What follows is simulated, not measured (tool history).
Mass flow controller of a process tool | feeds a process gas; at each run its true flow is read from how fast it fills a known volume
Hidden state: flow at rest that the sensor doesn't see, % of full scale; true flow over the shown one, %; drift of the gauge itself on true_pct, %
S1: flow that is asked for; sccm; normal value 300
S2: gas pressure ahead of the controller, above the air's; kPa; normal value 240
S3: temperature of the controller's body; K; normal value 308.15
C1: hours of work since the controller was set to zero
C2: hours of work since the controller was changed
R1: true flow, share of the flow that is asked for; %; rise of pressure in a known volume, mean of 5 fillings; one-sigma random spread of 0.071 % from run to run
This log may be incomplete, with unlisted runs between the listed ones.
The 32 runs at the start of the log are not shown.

run 33 hour=3081.8 | S1=486 S2=144 S3=301.15 | C1=4047 C2=4047 | R1=98.81
run 34 hour=3181.3 | S1=250 S2=192 S3=301.15 | C1=4098 C2=4098 | R1=98.54
run 35 hour=3275.5 | S1=300 S2=188 S3=295.15 | C1=4147 C2=4147 | R1=98.74
run 36 hour=3344.3 | S1=129 S2=168 S3=296.15 | C1=4182 C2=4182 | R1=98.59
run 37 hour=3451.6 | S1=129 S2=168 S3=296.15 | C1=4238 C2=4238 | R1=98.58
run 38 hour=3519.6 | S1=129 S2=168 S3=296.15 | C1=4273 C2=4273 | R1=98.47
run 39 hour=3647.7 | S1=300 S2=240 S3=307.15 | C1=4339 C2=4339 | R1=98.2
run 40 hour=3735.6 | S1=300 S2=240 S3=307.15 | C1=4384 C2=4384 | R1=98.09
-- hour=3749.2 gauge calibrated
run 41 hour=3806.7 | S1=68 S2=145 S3=299.15 | C1=4421 C2=4421 | R1=99.8
run 42 hour=3916.8 | S1=123 S2=259 S3=295.15 | C1=4477 C2=4477 | R1=99.64
run 43 hour=3975 | S1=300 S2=213 S3=308.15 | C1=4507 C2=4507 | R1=99.54
run 44 hour=4031.1 | S1=89 S2=213 S3=308.15 | C1=4536 C2=4536 | R1=99.42
run 45 hour=4088.4 | S1=57 S2=193 S3=308.15 | C1=4566 C2=4566 | R1=99.4
run 46 hour=4223.5 | S1=57 S2=193 S3=308.15 | C1=4636 C2=4636 | R1=99.25
run 47 hour=4308.8 | S1=300 S2=159 S3=293.15 | C1=4680 C2=4680 | R1=100.01
run 48 hour=4413.1 | S1=175 S2=170 S3=305.15 | C1=4733 C2=4733 | R1=99.51
run 49 hour=4530 | S1=175 S2=170 S3=305.15 | C1=4794 C2=4794 | R1=99.41

Predict each of these 3 candidate next runs independently; none follows another, all start after run 49:
run A hour=4644.2 | S1=175 S2=210 S3=297.15 | C1=4852 C2=4852 | R1=?
run B hour=4644.2 | S1=54 S2=209 S3=309.15 | C1=4852 C2=4852 | R1=?
run C hour=4644.2 | S1=300 S2=273 S3=300.15 | C1=4852 C2=4852 | R1=?

run=A R1=99.52
run=B R1=99.06
run=C R1=99.3
Without the tool's unlogged condition, the same runs would have read:
run=A R1=99.85
run=B R1=99.41
run=C R1=99.63
